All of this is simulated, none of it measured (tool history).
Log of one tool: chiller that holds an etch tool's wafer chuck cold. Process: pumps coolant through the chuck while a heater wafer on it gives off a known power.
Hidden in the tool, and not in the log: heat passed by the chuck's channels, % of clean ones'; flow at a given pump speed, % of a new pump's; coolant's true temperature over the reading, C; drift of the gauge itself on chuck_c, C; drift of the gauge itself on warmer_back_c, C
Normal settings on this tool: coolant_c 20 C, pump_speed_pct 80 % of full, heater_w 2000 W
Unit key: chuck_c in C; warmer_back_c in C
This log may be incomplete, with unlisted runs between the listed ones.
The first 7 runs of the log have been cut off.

run	hour	coolant_c	pump_speed_pct	heater_w	hours since the coolant was changed and the channels were flushed	hours since the pump was overhauled	hours since the chiller's thermometer was calibrated	chuck_c	warmer_back_c
8	537.2	20	80	2000	887	730	1624	33.6	6.42
9	640.5	16	80	2000	990	834	1727	29.5	6.41
10	705.5	16	80	2000	1055	899	1792	29.5	6.44
11	750.6	16	80	2000	1100	944	1837	29.6	6.40
12	847.7	20	80	2000	1197	1041	1934	33.5	6.41
13	902.8	20	80	2000	1252	1096	1989	33.7	6.48
14	962.5	20	80	2000	1312	1156	2049	33.4	6.46
15	1012.5	20	80	2770	1362	1206	2099	38.6	8.88
16	1066.5	20	80	1784	1416	1260	2153	32.0	5.70
17	1154.6	29	63	2000	1504	1348	2241	45.0	8.12
18	1214.9	11	65	2000	1565	1408	2302	26.8	7.83
19	1266.6	20	80	2062	1616	1460	2353	33.8	6.63
20	1316.5	20	80	2062	1666	1510	2403	33.7	6.58
21	1383.9	23	93	1582	1734	1577	2471	32.4	4.36
22	1483.9	23	93	1409	1834	1677	2571	31.4	3.91
23	1539.6	23	93	1409	1889	1733	2626	31.5	3.94
24	1639.9	23	93	1409	1990	1833	2727	31.3	3.86
25	1706.6	17	81	1301	2056	1900	2793	25.8	4.19
26	1768.0	17	81	1301	2118	1961	2855	25.7	4.13
27	1844.4	20	82	2000	2194	2038	2931	33.4	6.28
# hour 1919.9: chiller's thermometer calibrated
28	1939.4	23	80	2531	2288	2131	19	40.1	8.08

Run 29 has not been measured yet. What should we expect?
29	1993.0	19	73	2000	2342	2185	73	?	?

Run 29 came out at chuck_c 33.3 C, warmer_back_c 7.07 C.
The same run, on a tool lacking any hidden state, would have yielded chuck_c 33.3 C, warmer_back_c 7.07 C.
